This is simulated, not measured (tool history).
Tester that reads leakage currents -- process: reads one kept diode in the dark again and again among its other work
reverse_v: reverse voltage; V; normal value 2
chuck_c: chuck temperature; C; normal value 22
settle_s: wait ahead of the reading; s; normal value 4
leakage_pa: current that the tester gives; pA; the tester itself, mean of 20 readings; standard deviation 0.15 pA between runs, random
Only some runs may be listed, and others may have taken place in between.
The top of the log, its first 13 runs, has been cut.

{"run": 14, "hour": 406.7, "reverse_v": 2, "chuck_c": 22, "settle_s": 4, "leakage_pa": 45.39}
{"run": 15, "hour": 449.3, "reverse_v": 2, "chuck_c": 22, "settle_s": 0.79, "leakage_pa": 46.22}
{"run": 16, "hour": 472.9, "reverse_v": 2, "chuck_c": 22, "settle_s": 0.79, "leakage_pa": 46.14}
{"run": 17, "hour": 499.0, "reverse_v": 2.31, "chuck_c": 22, "settle_s": 4, "leakage_pa": 48.4}
{"run": 18, "hour": 546.1, "reverse_v": 2, "chuck_c": 22, "settle_s": 0.48, "leakage_pa": 46.28}
{"run": 19, "hour": 582.4, "reverse_v": 14.05, "chuck_c": 22, "settle_s": 0.48, "leakage_pa": 118.39}
{"run": 20, "hour": 628.7, "reverse_v": 14.05, "chuck_c": 55, "settle_s": 0.48, "leakage_pa": 1994.72}
{"run": 21, "hour": 652.7, "reverse_v": 1.98, "chuck_c": 22, "settle_s": 1.86, "leakage_pa": 45.17}

Expected results for the next run?
{"run": 22, "hour": 690.7, "reverse_v": 1.98, "chuck_c": 22, "settle_s": 1.86, "leakage_pa": "?"}

{"run 22": {"leakage_pa": 44.81}}
Were there no unlogged condition in the tool, this run, its random variation unchanged, would have produced leakage_pa 47.31 pA.
